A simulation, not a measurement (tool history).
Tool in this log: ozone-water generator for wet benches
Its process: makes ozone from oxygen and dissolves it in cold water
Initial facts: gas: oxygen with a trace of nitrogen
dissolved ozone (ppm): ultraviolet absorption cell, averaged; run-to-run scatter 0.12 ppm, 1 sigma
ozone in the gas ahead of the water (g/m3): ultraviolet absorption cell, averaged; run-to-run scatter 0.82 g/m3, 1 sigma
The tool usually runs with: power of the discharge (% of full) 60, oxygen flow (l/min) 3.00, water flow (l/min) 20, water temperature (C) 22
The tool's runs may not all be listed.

run	day	power of the discharge (% of full)	oxygen flow (l/min)	water flow (l/min)	water temperature (C)	dissolved ozone (ppm)	ozone in the gas ahead of the water (g/m3)
1	0.000	60	3.00	20	22	10.4	130.7
2	1.158	60	3.00	20	22	10.6	128.1
3	2.504	60	3.00	20	18	11.0	130.0
4	3.946	60	3.00	20	18	11.0	129.2
5	4.904	60	3.00	20	18	10.8	130.0
6	6.542	60	3.92	20	22	10.5	109.7
7	7.596	60	3.00	29	22	7.5	129.0
8	8.842	60	3.00	20	23	10.1	127.3
9	10.908	60	3.00	20	23	10.3	128.8
10	12.629	60	3.00	20	23	10.4	129.7
11	14.229	60	3.16	20	22	10.5	124.2
12	15.104	60	3.00	20	15	11.3	129.1
13	17.238	46	3.00	20	22	8.8	106.5
14	18.967	46	3.00	20	22	8.7	108.1
15	21.167	46	3.00	20	22	8.7	106.3
16	23.279	60	3.00	20	22	10.4	126.6
17	24.942	60	4.01	20	27	9.8	107.6
18	26.075	60	4.01	20	27	10.2	108.6
19	27.983	80	3.22	23	14	12.2	149.0
20	29.700	72	3.22	29	14	9.2	137.8
21	30.888	55	4.63	12	19	14.7	93.9
22	32.354	55	4.63	12	26	12.7	92.3
23	33.304	55	4.63	12	26	12.9	93.4
24	35.158	55	4.63	12	17	15.2	93.5
25	36.996	52	3.00	20	24	9.6	115.5
26	38.933	52	3.00	20	24	9.3	116.6
27	40.825	76	3.00	20	24	12.0	149.5
28	41.879	76	3.00	20	24	12.0	151.0
29	43.133	46	3.00	21	24	8.3	107.7
30	45.108	83	2.95	14	23	17.2	161.2
31	46.121	60	3.00	14	22	14.1	129.8
32	48.208	60	3.00	14	22	14.2	126.7

Missing from the log above: 2 entries noted between runs. For each, name the pair of listed runs it sits between and say how the tool's hidden condition differs from the listed run just before to the listed run just after:
Runs 14 to 15: contactor cleaned (day 19.308)
  contactor's efficiency, % of a clean one's: 94.5 -> 91.2
  difference, measured minus the result without the unlogged condition, dissolved ozone (ppm): -0.3 -> -0.4; ozone in the gas ahead of the water (g/m3): -1.7 -> -1.7
Runs 16 to 17: contactor cleaned, once more (day 24.450)
  yield of the discharge, % of new electrodes': 97.7 -> 97.6; contactor's efficiency, % of a clean one's: 91.1 -> 98.5
  difference, measured minus the result without the unlogged condition, dissolved ozone (ppm): -0.6 -> -0.3; ozone in the gas ahead of the water (g/m3): -2.7 -> -2.3
